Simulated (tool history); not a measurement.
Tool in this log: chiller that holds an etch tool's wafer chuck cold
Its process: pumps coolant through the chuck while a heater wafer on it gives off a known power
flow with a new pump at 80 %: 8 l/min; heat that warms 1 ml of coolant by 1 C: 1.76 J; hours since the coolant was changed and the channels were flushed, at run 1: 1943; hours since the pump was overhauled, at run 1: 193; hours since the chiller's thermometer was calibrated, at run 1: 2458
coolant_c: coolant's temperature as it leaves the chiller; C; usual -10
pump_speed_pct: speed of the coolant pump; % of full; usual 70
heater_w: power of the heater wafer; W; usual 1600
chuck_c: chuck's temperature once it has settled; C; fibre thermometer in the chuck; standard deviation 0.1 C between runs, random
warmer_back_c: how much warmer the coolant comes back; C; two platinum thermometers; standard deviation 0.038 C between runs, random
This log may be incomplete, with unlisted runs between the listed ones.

run,hour,coolant_c,pump_speed_pct,heater_w,hours since the coolant was changed and the channels were flushed,hours since the pump was overhauled,hours since the chiller's thermometer was calibrated,chuck_c,warmer_back_c
1,0,-10,70,1600,1943,193,2458,4,7.74
2,20,-10,70,1600,1963,213,2478,4.1,7.8
3,56.4,-10,62,1600,1999,249,2514,5.2,8.77
4,91.7,-10,62,1600,2035,285,2550,5.5,8.83
5,114.1,-10,70,1600,2057,307,2572,4.1,7.84
6,134,-13,70,1600,2077,327,2592,1,7.84
7,170.7,-10,70,1600,2114,364,2629,4.2,7.81
8,188.2,-10,70,1600,2131,381,2646,4.3,7.83
9,227.7,-10,99,1600,2171,420,2685,0.8,5.62
10,253.9,-10,70,1600,2197,447,2712,4.2,7.92
11,288.7,-10,70,1600,2232,482,2747,4.3,7.89
12,305.5,-7,90,858,2248,498,2763,-0.6,3.34
13,339.6,-7,90,858,2283,532,2797,-0.5,3.33
14,372.1,-14,98,1328,2315,565,2830,-4.8,4.67
15,392.9,-14,98,1328,2336,586,2851,-4.6,4.68
16,412.3,-10,85,1600,2355,605,2870,2.4,6.5
17,443,-7,96,1691,2386,636,2901,4.9,6.1
18,472.3,-6,78,1600,2415,665,2930,7.4,7.12
19,508.4,-9,90,1280,2451,701,2966,0.5,4.99
20,525.1,-9,90,1280,2468,718,2983,0.4,4.98
21,551.4,-9,63,1280,2494,744,3009,3.5,7.05
22,580.3,-14,62,1280,2523,773,3038,-1.3,7.16

Each row is a separate what-if for the run after 22, all from the same tool condition, not one after another. Results?
A,618.4,-19,61,1731,2561,811,3076,?,?
B,618.4,-8,61,1336,2561,811,3076,?,?
C,618.4,-10,70,1269,2561,811,3076,?,?
D,618.4,-10,76,1370,2561,811,3076,?,?
E,618.4,-10,70,1419,2561,811,3076,?,?

run,chuck_c,warmer_back_c
A,-1.8,9.82
B,5.3,7.54
C,1.2,6.32
D,1.7,6.22
E,2.9,7.07
Had the tool no hidden state, the same runs would have come out as:
run,chuck_c,warmer_back_c
A,-3.3,9.63
B,4.1,7.39
C,0.1,6.19
D,0.6,6.1
E,1.7,6.93

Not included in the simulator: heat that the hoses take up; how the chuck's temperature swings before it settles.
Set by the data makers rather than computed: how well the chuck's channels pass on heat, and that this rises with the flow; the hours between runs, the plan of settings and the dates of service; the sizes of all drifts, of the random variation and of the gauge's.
